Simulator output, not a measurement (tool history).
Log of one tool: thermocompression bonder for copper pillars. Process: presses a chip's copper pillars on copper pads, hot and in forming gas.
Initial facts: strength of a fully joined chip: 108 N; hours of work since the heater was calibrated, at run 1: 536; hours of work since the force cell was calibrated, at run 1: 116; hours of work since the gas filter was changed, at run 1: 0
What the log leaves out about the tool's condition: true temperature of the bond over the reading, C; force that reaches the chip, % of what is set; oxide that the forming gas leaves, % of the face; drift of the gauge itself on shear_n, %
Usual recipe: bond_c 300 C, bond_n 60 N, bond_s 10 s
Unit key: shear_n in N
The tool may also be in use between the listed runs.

run,hour,bond_c,bond_n,bond_s,hours of work since the heater was calibrated,hours of work since the force cell was calibrated,hours of work since the gas filter was changed,shear_n
1,0,300,60,10,536,116,0,37.3
2,57.9,319,60,10,565,145,29,45.7
3,151.1,319,60,10,612,192,76,46.4
4,246.6,319,60,10,660,240,124,46.6
5,305.4,319,60,10,690,270,154,46.6
6,400.6,289,44,5,737,317,201,17
7,494.8,325,42,12,785,365,249,35.4
8,536.7,300,54,5,806,386,270,25.3
9,619.2,292,45,10,847,427,311,24.5
10,715.8,294,38,8,896,476,360,18.7

Alternative continuations, all from the tool just after run 10; predict every row:
# hour 755.8: forming gas filter changed
A,802.8,294,55,8,939,519,24,?
# hour 755.8: forming gas filter changed
B,802.8,300,68,10,939,519,24,?
# hour 755.8: forming gas filter changed
C,802.8,326,47,6,939,519,24,?
# hour 755.8: forming gas filter changed
D,802.8,300,60,17,939,519,24,?

run,shear_n
A,29.7
B,43.9
C,30.8
D,45.9
Take away the tool's hidden state, keep each run's random variation, and the runs would have read:
run,shear_n
A,29.7
B,43.9
C,30.8
D,45.9
